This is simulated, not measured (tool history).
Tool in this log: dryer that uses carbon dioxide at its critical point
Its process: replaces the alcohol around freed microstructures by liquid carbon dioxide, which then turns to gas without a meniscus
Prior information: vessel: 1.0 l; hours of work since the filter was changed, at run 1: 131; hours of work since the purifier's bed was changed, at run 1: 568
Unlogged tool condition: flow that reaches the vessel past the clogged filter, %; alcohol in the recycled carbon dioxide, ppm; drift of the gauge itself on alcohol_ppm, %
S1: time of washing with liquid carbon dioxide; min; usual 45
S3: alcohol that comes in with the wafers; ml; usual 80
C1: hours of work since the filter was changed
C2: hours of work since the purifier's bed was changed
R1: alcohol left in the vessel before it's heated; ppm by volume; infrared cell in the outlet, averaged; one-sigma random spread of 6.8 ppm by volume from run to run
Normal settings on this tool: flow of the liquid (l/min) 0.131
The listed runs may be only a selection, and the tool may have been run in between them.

run 1 hour=0 | S1=45 flow_of_the_liquid_(l/min)=0.131 S3=80 | C1=131 C2=568 | R1=539
run 2 hour=15 | S1=45 flow_of_the_liquid_(l/min)=0.131 S3=80 | C1=137 C2=574 | R1=535
run 3 hour=41.6 | S1=45 flow_of_the_liquid_(l/min)=0.131 S3=80 | C1=149 C2=586 | R1=565
run 4 hour=66.1 | S1=45 flow_of_the_liquid_(l/min)=0.133 S3=80 | C1=160 C2=597 | R1=536
run 5 hour=92.4 | S1=45 flow_of_the_liquid_(l/min)=0.133 S3=37 | C1=172 C2=609 | R1=356
run 6 hour=123.2 | S1=45 flow_of_the_liquid_(l/min)=0.133 S3=37 | C1=186 C2=622 | R1=358
run 7 hour=145.8 | S1=45 flow_of_the_liquid_(l/min)=0.133 S3=37 | C1=196 C2=632 | R1=362
run 8 hour=163.2 | S1=45 flow_of_the_liquid_(l/min)=0.177 S3=30 | C1=203 C2=640 | R1=186
-- hour=168 purifier's bed changed
run 9 hour=190.5 | S1=28 flow_of_the_liquid_(l/min)=0.177 S3=30 | C1=214 C2=10 | R1=372
run 10 hour=203.7 | S1=37 flow_of_the_liquid_(l/min)=0.131 S3=30 | C1=220 C2=16 | R1=434
run 11 hour=226.1 | S1=37 flow_of_the_liquid_(l/min)=0.131 S3=30 | C1=230 C2=26 | R1=453

Expected results for the next run?
run 12 hour=245.2 | S1=45 flow_of_the_liquid_(l/min)=0.112 S3=20 | C1=238 C2=34 | R1=?

R1: 272 ppm by volume
Take away the tool's hidden state, keep the run-to-run variation as it was, and the same run would have given R1 177 ppm by volume.

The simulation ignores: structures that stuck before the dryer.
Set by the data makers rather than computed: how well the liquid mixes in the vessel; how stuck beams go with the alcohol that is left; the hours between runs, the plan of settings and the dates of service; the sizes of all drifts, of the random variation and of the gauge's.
